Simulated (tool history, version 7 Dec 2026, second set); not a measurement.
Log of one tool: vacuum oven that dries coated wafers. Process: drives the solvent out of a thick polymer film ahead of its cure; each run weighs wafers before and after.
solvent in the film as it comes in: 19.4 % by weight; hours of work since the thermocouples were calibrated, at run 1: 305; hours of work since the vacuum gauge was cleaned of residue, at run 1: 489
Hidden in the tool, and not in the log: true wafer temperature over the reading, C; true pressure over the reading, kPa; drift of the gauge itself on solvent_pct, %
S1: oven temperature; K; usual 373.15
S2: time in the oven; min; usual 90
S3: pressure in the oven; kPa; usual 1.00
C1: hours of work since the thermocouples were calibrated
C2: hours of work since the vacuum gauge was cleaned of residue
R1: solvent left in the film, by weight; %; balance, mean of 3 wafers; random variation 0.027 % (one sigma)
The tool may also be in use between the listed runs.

| run | day | S1 | S2 | S3 | C1 | C2 | R1 |
|---|---|---|---|---|---|---|---|
| 1 | 0.000 | 373.15 | 90 | 1.00 | 305 | 489 | 1.24 |
| 2 | 1.162 | 373.15 | 96 | 1.00 | 320 | 504 | 1.10 |
| 3 | 2.071 | 373.15 | 96 | 1.00 | 331 | 515 | 1.05 |
| 4 | 3.354 | 373.15 | 96 | 1.00 | 348 | 531 | 1.12 |
| 5 | 5.258 | 373.15 | 96 | 1.00 | 372 | 556 | 1.07 |
| 6 | 7.021 | 373.15 | 96 | 1.00 | 394 | 578 | 1.09 |
| 7 | 7.929 | 373.15 | 96 | 1.00 | 406 | 589 | 1.12 |
| 8 | 9.846 | 373.15 | 96 | 1.00 | 430 | 614 | 1.08 |
| 9 | 11.596 | 373.15 | 96 | 1.84 | 452 | 636 | 1.30 |
| 10 | 12.617 | 373.15 | 96 | 1.84 | 465 | 649 | 1.30 |
| 11 | 14.112 | 373.15 | 96 | 1.84 | 484 | 668 | 1.26 |
| 12 | 15.538 | 373.15 | 96 | 1.84 | 502 | 686 | 1.27 |
| 13 | 17.096 | 373.15 | 96 | 1.84 | 522 | 706 | 1.22 |
| 14 | 19.112 | 373.15 | 96 | 1.84 | 547 | 731 | 1.30 |
| 15 | 20.900 | 373.15 | 96 | 1.84 | 570 | 754 | 1.28 |
| 16 | 22.171 | 373.15 | 90 | 1.00 | 586 | 770 | 1.27 |
| 17 | 24.050 | 372.15 | 96 | 0.62 | 610 | 794 | 1.15 |
| 18 | 25.958 | 372.15 | 96 | 0.62 | 634 | 818 | 1.18 |
| 19 | 27.996 | 379.15 | 118 | 1.34 | 660 | 844 | 0.36 |
| 20 | 29.617 | 369.15 | 118 | 2.35 | 681 | 865 | 1.51 |
| 21 | 31.642 | 370.15 | 51 | 0.53 | 706 | 890 | 4.37 |
| 22 | 33.167 | 382.15 | 51 | 1.38 | 726 | 910 | 1.58 |
| 23 | 34.808 | 382.15 | 51 | 1.38 | 746 | 930 | 1.63 |
| 24 | 36.904 | 361.15 | 51 | 0.88 | 773 | 957 | 7.33 |
| 25 | 37.858 | 361.15 | 51 | 0.88 | 785 | 969 | 7.21 |
| 26 | 39.412 | 360.15 | 90 | 1.38 | 805 | 989 | 4.53 |
| 27 | 40.679 | 364.15 | 65 | 1.45 | 821 | 1005 | 5.03 |
| 28 | 41.983 | 364.15 | 65 | 1.45 | 837 | 1021 | 5.08 |
| 29 | 43.146 | 380.15 | 139 | 1.00 | 852 | 1036 | 0.24 |
| 30 | 45.133 | 370.15 | 139 | 1.00 | 877 | 1061 | 0.68 |
| 31 | 46.612 | 370.15 | 139 | 1.00 | 896 | 1080 | 0.73 |
| 32 | 48.158 | 385.15 | 98 | 1.07 | 916 | 1100 | 0.27 |

Measured less the same run without the tool's hidden state. The same run-to-run variation is in both; the gauge's scatter may not be:
| run | R1 |
|---|---|
| 1 | +0.01 |
| 2 | +0.00 |
| 3 | +0.00 |
| 4 | +0.00 |
| 5 | +0.01 |
| 6 | +0.00 |
| 7 | +0.01 |
| 8 | +0.01 |
| 9 | +0.01 |
| 10 | +0.01 |
| 11 | +0.00 |
| 12 | +0.00 |
| 13 | +0.00 |
| 14 | +0.00 |
| 15 | +0.01 |
| 16 | +0.01 |
| 17 | +0.01 |
| 18 | +0.01 |
| 19 | +0.01 |
| 20 | +0.01 |
| 21 | +0.02 |
| 22 | +0.01 |
| 23 | +0.01 |
| 24 | +0.02 |
| 25 | +0.02 |
| 26 | +0.02 |
| 27 | +0.02 |
| 28 | +0.03 |
| 29 | +0.00 |
| 30 | +0.01 |
| 31 | +0.01 |
| 32 | +0.00 |
